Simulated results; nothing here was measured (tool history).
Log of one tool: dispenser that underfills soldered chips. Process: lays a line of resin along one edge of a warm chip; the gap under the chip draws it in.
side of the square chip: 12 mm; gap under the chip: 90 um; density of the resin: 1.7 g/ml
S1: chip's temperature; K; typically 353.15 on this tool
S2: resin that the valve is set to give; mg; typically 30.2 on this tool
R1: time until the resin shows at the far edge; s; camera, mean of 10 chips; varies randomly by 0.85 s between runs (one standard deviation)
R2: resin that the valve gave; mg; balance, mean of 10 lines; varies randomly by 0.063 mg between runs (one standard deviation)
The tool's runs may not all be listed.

run	hour	S1	S2	R1	R2
1	0.0	353.15	30.2	144.9	30.01
2	3.4	353.15	36.6	170.7	36.32
# hour 4.2: new syringe of resin
3	10.8	344.15	30.2	176.2	29.80
4	15.5	344.15	30.2	231.6	29.86
# hour 19.0: new syringe of resin
5	21.3	344.15	30.2	140.5	29.78
6	27.0	344.15	30.2	193.2	29.57
7	30.8	353.15	30.1	160.7	29.55
# hour 33.2: new syringe of resin
8	37.8	353.15	30.2	105.8	29.65
9	42.6	353.15	30.2	140.2	29.48
10	46.5	353.15	30.2	175.9	29.52
# hour 47.8: new syringe of resin
# hour 53.8: dispensing valve cleaned and set on the balance
11	54.6	353.15	30.2	113.5	30.23
12	61.2	344.15	30.2	250.5	30.25
# hour 63.4: new syringe of resin
13	67.0	353.15	30.2	96.3	30.08
14	71.5	353.15	30.2	126.8	30.01
15	75.9	361.15	30.2	111.4	30.01
# hour 78.4: new syringe of resin
16	83.5	361.15	30.2	76.2	29.92
17	87.0	361.15	38.9	89.8	38.59
18	92.1	346.15	30.9	241.2	30.55
# hour 92.9: new syringe of resin
19	99.8	351.15	31.2	127.9	30.79
# hour 107.3: new syringe of resin
20	107.3	351.15	31.2	84.5	30.73
21	112.0	363.15	26.7	69.3	26.34
22	119.8	351.15	38.5	173.2	37.66
# hour 121.2: dispensing valve cleaned and set on the balance
# hour 122.5: new syringe of resin
23	128.2	351.15	26.8	122.9	26.63
24	134.0	348.15	27.4	199.4	27.31
# hour 136.9: new syringe of resin
25	140.5	348.15	25.9	127.5	25.72
26	147.2	348.15	27.6	184.4	27.34

Run 27 comes next. What will it give?
# hour 151.5: new syringe of resin
27	153.5	364.15	30.4	?	?

Run 27 produced R1 53.6 s, R2 30.09 mg.
The same run, on a tool lacking any hidden state, would have yielded R1 48.6 s, R2 30.43 mg.

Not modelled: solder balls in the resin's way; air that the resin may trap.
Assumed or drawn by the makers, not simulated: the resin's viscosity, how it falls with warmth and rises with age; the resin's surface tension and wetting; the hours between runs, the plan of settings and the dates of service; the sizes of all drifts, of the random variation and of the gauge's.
